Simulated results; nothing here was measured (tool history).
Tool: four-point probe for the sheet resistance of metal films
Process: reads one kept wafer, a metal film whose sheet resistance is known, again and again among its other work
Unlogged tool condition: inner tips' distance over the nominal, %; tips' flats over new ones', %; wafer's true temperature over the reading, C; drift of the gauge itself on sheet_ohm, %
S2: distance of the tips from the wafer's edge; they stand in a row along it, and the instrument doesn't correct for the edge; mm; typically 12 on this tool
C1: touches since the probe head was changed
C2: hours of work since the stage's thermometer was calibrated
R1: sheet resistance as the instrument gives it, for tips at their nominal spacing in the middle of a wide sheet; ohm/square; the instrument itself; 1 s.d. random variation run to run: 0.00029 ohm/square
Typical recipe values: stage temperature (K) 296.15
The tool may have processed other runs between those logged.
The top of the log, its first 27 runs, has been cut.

run 28 hour=338.9 | stage_temperature_(K)=294.15 S2=51 | C1=124025 C2=715 | R1=1.477441
run 29 hour=347.5 | stage_temperature_(K)=305.15 S2=43 | C1=124472 C2=721 | R1=1.475245
run 30 hour=364.5 | stage_temperature_(K)=292.15 S2=19 | C1=125351 C2=732 | R1=1.479355
run 31 hour=372.9 | stage_temperature_(K)=292.15 S2=19 | C1=125786 C2=738 | R1=1.479577
run 32 hour=382.7 | stage_temperature_(K)=297.15 S2=15 | C1=126289 C2=745 | R1=1.480458
run 33 hour=391.4 | stage_temperature_(K)=300.15 S2=24 | C1=126740 C2=751 | R1=1.477815
run 34 hour=402.5 | stage_temperature_(K)=300.15 S2=24 | C1=127314 C2=758 | R1=1.478757
run 35 hour=410.3 | stage_temperature_(K)=300.15 S2=24 | C1=127716 C2=763 | R1=1.477744

Each row is a separate what-if for the run after 35, all from the same tool condition, not one after another. Results?
run A hour=421.3 | stage_temperature_(K)=304.15 S2=5 | C1=128286 C2=771 | R1=?
run B hour=421.3 | stage_temperature_(K)=296.15 S2=57 | C1=128286 C2=771 | R1=?
run C hour=421.3 | stage_temperature_(K)=302.15 S2=11 | C1=128286 C2=771 | R1=?
run D hour=421.3 | stage_temperature_(K)=295.15 S2=10 | C1=128286 C2=771 | R1=?

run=A R1=1.507208
run=B R1=1.477111
run=C R1=1.482662
run=D R1=1.485133
Take away the tool's hidden state, keep each run's random variation, and the runs would have read:
run=A R1=1.493962
run=B R1=1.464132
run=C R1=1.469620
run=D R1=1.472093

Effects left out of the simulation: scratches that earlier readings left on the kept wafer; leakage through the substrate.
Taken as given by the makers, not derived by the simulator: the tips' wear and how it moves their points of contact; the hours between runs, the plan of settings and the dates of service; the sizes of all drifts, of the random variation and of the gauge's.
